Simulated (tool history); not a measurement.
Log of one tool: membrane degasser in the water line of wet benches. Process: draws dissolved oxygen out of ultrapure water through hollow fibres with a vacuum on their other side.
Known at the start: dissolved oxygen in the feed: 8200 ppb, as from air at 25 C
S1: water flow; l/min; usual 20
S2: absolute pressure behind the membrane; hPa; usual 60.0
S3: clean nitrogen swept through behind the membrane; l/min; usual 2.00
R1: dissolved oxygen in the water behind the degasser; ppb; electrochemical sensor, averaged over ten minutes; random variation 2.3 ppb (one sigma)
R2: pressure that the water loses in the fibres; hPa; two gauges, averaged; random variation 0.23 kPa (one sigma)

| run | hour | S1 | S2 | S3 | R1 | R2 |
|---|---|---|---|---|---|---|
| 1 | 0.0 | 20 | 60.0 | 2.00 | 239.0 | 596.4 |
| 2 | 50.2 | 20 | 61.3 | 2.00 | 244.6 | 597.9 |
| 3 | 124.6 | 20 | 61.3 | 2.00 | 246.6 | 597.8 |
| 4 | 185.5 | 20 | 61.3 | 2.00 | 245.8 | 596.2 |
| 5 | 226.2 | 20 | 60.0 | 4.56 | 207.7 | 594.2 |
| 6 | 278.9 | 20 | 60.0 | 2.00 | 247.2 | 595.3 |
| 7 | 312.9 | 24 | 60.0 | 2.00 | 356.8 | 718.1 |
| 8 | 352.4 | 19 | 60.0 | 2.00 | 217.6 | 566.5 |
| 9 | 428.0 | 20 | 60.0 | 3.08 | 222.2 | 598.7 |
| 10 | 467.2 | 20 | 60.0 | 3.08 | 223.9 | 592.4 |
| 11 | 529.2 | 20 | 60.0 | 3.08 | 222.6 | 593.5 |
| 12 | 592.6 | 20 | 60.0 | 3.08 | 222.7 | 600.1 |
| 13 | 662.6 | 20 | 60.0 | 3.08 | 222.2 | 596.7 |
| 14 | 717.6 | 20 | 60.0 | 3.08 | 223.7 | 599.5 |
| 15 | 789.2 | 20 | 60.0 | 2.00 | 248.3 | 596.8 |
| 16 | 859.3 | 20 | 60.0 | 1.71 | 258.6 | 597.3 |
| 17 | 893.0 | 20 | 60.0 | 1.71 | 256.1 | 600.7 |
| 18 | 943.0 | 20 | 60.0 | 1.71 | 252.1 | 597.4 |
| 19 | 989.4 | 20 | 60.0 | 1.71 | 253.6 | 597.2 |
|  | 994.3 | vacuum gauge calibrated |
| 20 | 1051.3 | 20 | 60.0 | 1.71 | 254.3 | 601.8 |
| 21 | 1089.1 | 20 | 44.8 | 4.35 | 196.5 | 600.4 |
| 22 | 1123.5 | 22 | 44.8 | 1.04 | 290.5 | 658.7 |
|  | 1181.8 | vacuum gauge calibrated, once more |
| 23 | 1201.1 | 20 | 58.8 | 2.00 | 240.3 | 599.0 |
| 24 | 1235.3 | 20 | 56.3 | 2.00 | 232.6 | 598.7 |
| 25 | 1285.6 | 14 | 60.0 | 2.11 | 105.5 | 421.5 |
| 26 | 1331.3 | 28 | 60.0 | 2.57 | 466.1 | 839.7 |
| 27 | 1372.0 | 21 | 102.9 | 2.00 | 372.2 | 627.6 |
| 28 | 1420.9 | 20 | 60.0 | 4.00 | 213.1 | 602.0 |
| 29 | 1486.9 | 17 | 59.0 | 5.08 | 134.6 | 509.0 |
| 30 | 1537.2 | 25 | 60.0 | 3.08 | 365.8 | 753.7 |
| 31 | 1595.7 | 12 | 41.8 | 1.09 | 61.5 | 360.1 |

5 ways to go on from here, each from the tool as it stands after run 31. What would each give?
| A | 1641.4 | 21 | 147.7 | 2.89 | ? | ? |
| B | 1641.4 | 21 | 90.7 | 0.90 | ? | ? |
| C | 1641.4 | 20 | 60.0 | 1.19 | ? | ? |
| D | 1641.4 | 19 | 41.8 | 1.09 | ? | ? |
| E | 1641.4 | 20 | 56.7 | 4.73 | ? | ? |

| run | R1 | R2 |
|---|---|---|
| A | 401.0 | 630.7 |
| B | 484.7 | 630.8 |
| C | 286.5 | 601.1 |
| D | 198.7 | 568.7 |
| E | 204.7 | 600.5 |
Without the tool's hidden state the same runs would have given:
| run | R1 | R2 |
|---|---|---|
| A | 385.6 | 619.1 |
| B | 469.6 | 619.2 |
| C | 272.8 | 590.1 |
| D | 186.4 | 558.3 |
| E | 191.9 | 589.5 |
